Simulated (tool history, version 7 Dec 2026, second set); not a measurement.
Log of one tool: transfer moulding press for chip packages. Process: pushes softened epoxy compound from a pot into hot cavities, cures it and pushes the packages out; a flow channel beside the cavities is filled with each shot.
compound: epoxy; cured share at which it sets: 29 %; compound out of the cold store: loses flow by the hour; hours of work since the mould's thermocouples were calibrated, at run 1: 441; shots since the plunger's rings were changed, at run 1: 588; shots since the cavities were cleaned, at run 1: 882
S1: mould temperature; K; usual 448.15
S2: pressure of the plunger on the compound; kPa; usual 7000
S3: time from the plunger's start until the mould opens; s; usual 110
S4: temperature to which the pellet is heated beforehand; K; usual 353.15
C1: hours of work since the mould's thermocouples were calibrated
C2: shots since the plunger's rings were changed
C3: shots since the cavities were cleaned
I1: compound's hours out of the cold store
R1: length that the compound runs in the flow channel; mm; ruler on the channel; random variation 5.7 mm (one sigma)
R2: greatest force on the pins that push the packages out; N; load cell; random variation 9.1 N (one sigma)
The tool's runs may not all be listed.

run 1 day=0 | S1=448.15 S2=7000 S3=110 S4=353.15 | C1=441 C2=588 C3=882 | I1=25.8 | R1=792 R2=647
-- day=1.292 cavities cleaned with cleaning compound and waxed
run 2 day=2.45 | S1=448.15 S2=7000 S3=92 S4=353.15 | C1=480 C2=1221 C3=307 | I1=10.6 | R1=850 R2=701
run 3 day=5.242 | S1=448.15 S2=7000 S3=120 S4=353.15 | C1=526 C2=1961 C3=1047 | I1=34.2 | R1=742 R2=624
-- day=5.871 cavities cleaned with cleaning compound and waxed
run 4 day=7.467 | S1=448.15 S2=7000 S3=120 S4=353.15 | C1=562 C2=2534 C3=422 | I1=30.7 | R1=760 R2=566
run 5 day=9.608 | S1=448.15 S2=7000 S3=120 S4=353.15 | C1=597 C2=3103 C3=991 | I1=14.9 | R1=813 R2=591
-- day=10.392 cavities cleaned with cleaning compound and waxed
run 6 day=12.075 | S1=448.15 S2=7250 S3=110 S4=353.15 | C1=637 C2=3740 C3=447 | I1=46.4 | R1=700 R2=599
-- day=13.629 mould's thermocouples calibrated
run 7 day=14.562 | S1=448.15 S2=7250 S3=110 S4=353.15 | C1=15 C2=4376 C3=1083 | I1=19.6 | R1=797 R2=648
-- day=15.075 cavities cleaned with cleaning compound and waxed
run 8 day=15.958 | S1=448.15 S2=8510 S3=110 S4=353.15 | C1=37 C2=4731 C3=235 | I1=22 | R1=838 R2=542
run 9 day=17.525 | S1=448.15 S2=7000 S3=110 S4=353.15 | C1=63 C2=5145 C3=649 | I1=19 | R1=763 R2=603
-- day=19.696 cavities cleaned with cleaning compound and waxed
run 10 day=19.921 | S1=448.15 S2=7000 S3=110 S4=353.15 | C1=102 C2=5763 C3=59 | I1=46.3 | R1=675 R2=433
-- day=22.083 plunger's sealing rings changed
run 11 day=22.25 | S1=448.15 S2=7000 S3=110 S4=353.15 | C1=139 C2=44 C3=650 | I1=36.1 | R1=770 R2=615
-- day=24.5 cavities cleaned with cleaning compound and waxed
run 12 day=25.025 | S1=448.15 S2=7000 S3=110 S4=353.15 | C1=184 C2=763 C3=140 | I1=36.7 | R1=756 R2=501
run 13 day=27.867 | S1=448.15 S2=7000 S3=110 S4=354.15 | C1=231 C2=1516 C3=893 | I1=27 | R1=800 R2=652
-- day=29.012 cavities cleaned with cleaning compound and waxed
run 14 day=30.575 | S1=448.15 S2=7000 S3=110 S4=354.15 | C1=274 C2=2217 C3=414 | I1=34.1 | R1=747 R2=608
run 15 day=32.696 | S1=442.15 S2=6300 S3=114 S4=347.15 | C1=309 C2=2779 C3=976 | I1=8.3 | R1=823 R2=810
-- day=33.662 cavities cleaned with cleaning compound and waxed
run 16 day=34.079 | S1=452.15 S2=8620 S3=108 S4=348.15 | C1=331 C2=3130 C3=111 | I1=19.2 | R1=871 R2=473
run 17 day=36.579 | S1=456.15 S2=6700 S3=104 S4=360.15 | C1=372 C2=3792 C3=773 | I1=9.5 | R1=789 R2=587
-- day=38.271 cavities cleaned with cleaning compound and waxed
run 18 day=39.375 | S1=455.15 S2=6230 S3=126 S4=356.15 | C1=418 C2=4517 C3=293 | I1=19.2 | R1=725 R2=511
run 19 day=41.362 | S1=453.15 S2=7000 S3=110 S4=353.15 | C1=450 C2=5043 C3=819 | I1=20.8 | R1=761 R2=601
-- day=42.838 cavities cleaned with cleaning compound and waxed
run 20 day=43.271 | S1=448.15 S2=7000 S3=137 S4=359.15 | C1=481 C2=5532 C3=114 | I1=39.4 | R1=706 R2=450
run 21 day=45.208 | S1=448.15 S2=7000 S3=137 S4=359.15 | C1=513 C2=6046 C3=628 | I1=8.3 | R1=801 R2=563
-- day=46.279 plunger's sealing rings changed
run 22 day=46.525 | S1=448.15 S2=7000 S3=137 S4=359.15 | C1=533 C2=64 C3=949 | I1=16.8 | R1=842 R2=586
-- day=47.512 cavities cleaned with cleaning compound and waxed
run 23 day=48.404 | S1=448.15 S2=7000 S3=137 S4=359.15 | C1=563 C2=546 C3=236 | I1=39.7 | R1=743 R2=474
run 24 day=50.412 | S1=443.15 S2=7000 S3=96 S4=353.15 | C1=596 C2=1079 C3=769 | I1=25.1 | R1=809 R2=1032
-- day=52.062 cavities cleaned with cleaning compound and waxed
run 25 day=52.546 | S1=445.15 S2=7000 S3=120 S4=359.15 | C1=631 C2=1628 C3=129 | I1=20 | R1=822 R2=490
-- day=54.483 mould's thermocouples calibrated
run 26 day=54.908 | S1=448.15 S2=6320 S3=110 S4=353.15 | C1=7 C2=2231 C3=732 | I1=20.9 | R1=745 R2=622
run 27 day=56.517 | S1=448.15 S2=5390 S3=110 S4=356.15 | C1=34 C2=2658 C3=1159 | I1=42.9 | R1=626 R2=617

3 ways to go on from here, each from the tool as it stands after run 27. What would each give?
-- day=56.792 cavities cleaned with cleaning compound and waxed
run A day=58.95 | S1=448.15 S2=6530 S3=110 S4=353.15 | C1=73 C2=3286 C3=572 | I1=41 | R1=? R2=?
-- day=56.792 cavities cleaned with cleaning compound and waxed
run B day=58.95 | S1=443.15 S2=7000 S3=110 S4=350.15 | C1=73 C2=3286 C3=572 | I1=23.2 | R1=? R2=?
-- day=56.792 cavities cleaned with cleaning compound and waxed
run C day=58.95 | S1=449.15 S2=5660 S3=110 S4=357.15 | C1=73 C2=3286 C3=572 | I1=26.2 | R1=? R2=?

run=A R1=687 R2=594
run=B R1=800 R2=684
run=C R1=682 R2=576
Without the tool's hidden state the same runs would have given:
run=A R1=722 R2=405
run=B R1=840 R2=465
run=C R1=716 R2=392
